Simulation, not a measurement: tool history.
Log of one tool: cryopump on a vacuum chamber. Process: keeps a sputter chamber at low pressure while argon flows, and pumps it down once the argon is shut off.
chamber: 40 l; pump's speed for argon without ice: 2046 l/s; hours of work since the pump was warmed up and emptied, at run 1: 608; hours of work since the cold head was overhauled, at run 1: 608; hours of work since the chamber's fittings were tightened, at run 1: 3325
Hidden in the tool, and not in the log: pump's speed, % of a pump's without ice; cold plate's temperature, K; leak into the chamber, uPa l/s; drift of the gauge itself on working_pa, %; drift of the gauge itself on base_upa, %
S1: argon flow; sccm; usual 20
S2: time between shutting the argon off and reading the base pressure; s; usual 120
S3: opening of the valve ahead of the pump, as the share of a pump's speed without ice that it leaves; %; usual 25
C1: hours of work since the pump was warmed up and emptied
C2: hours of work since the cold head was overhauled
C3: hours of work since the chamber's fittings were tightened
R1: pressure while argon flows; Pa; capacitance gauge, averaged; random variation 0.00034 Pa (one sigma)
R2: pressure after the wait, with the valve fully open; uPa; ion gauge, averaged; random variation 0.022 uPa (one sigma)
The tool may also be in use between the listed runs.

run   hour  S1   S2  S3   C1    C2    C3      R1    R2
  1    0.0  20  120  25  608   608  3325  0.0701  2.55
  2   63.0  20  120  25  664   664  3380  0.0705  2.60
  3  120.9  20  120  25  715   715  3432  0.0708  2.72
     163.2  -- pump warmed up, emptied and cooled again
  4  195.7  22  120  25   29   777  3493  0.0736  2.29
  5  240.6  22  120  25   68   816  3533  0.0725  2.29
  6  318.6  20  125  25  137   885  3602  0.0672  2.40
  7  376.1  35  125  25  188   936  3653  0.1179  2.43
  8  415.1  35  125  25  223   971  3687  0.1181  2.52
     456.5  -- leaking fittings of the chamber tightened, without venting
  9  458.1  35  125  25  259  1007     1  0.1176  0.52
 10  516.9  20   83  32  311  1059    53  0.0534  0.78
 11  592.6  20   83  32  378  1126   120  0.0539  0.82
 12  665.0  33  248  30  442  1190   184  0.0956  0.47
 13  708.8   8   46  22  480  1228   223  0.0313  1.32
 14  757.3   8   46  23  523  1271   266  0.0292  1.35
 15  834.6  32  120  18  592  1340   334  0.1517  0.78
 16  885.0  32   31  18  636  1384   379  0.1531  1.93
 17  942.8  36   26  55  687  1435   430  0.0619  2.19

4 ways to go on from here, each from the tool as it stands after run 17. What would each give?
  A  1003.0   9   22  25  740  1488  483   ?   ?
  B  1003.0   9   42  28  740  1488  483   ?   ?
  C  1003.0  31   39  25  740  1488  483   ?   ?
  D  1003.0  20  162  30  740  1488  483   ?   ?

run      R1    R2
  A  0.0316  2.55
  B  0.0291  1.61
  C  0.1108  1.67
  D  0.0586  0.84
Without the tool's hidden state the same runs would have given:
run      R1    R2
  A  0.0295  2.20
  B  0.0270  1.25
  C  0.1036  1.31
  D  0.0540  0.47
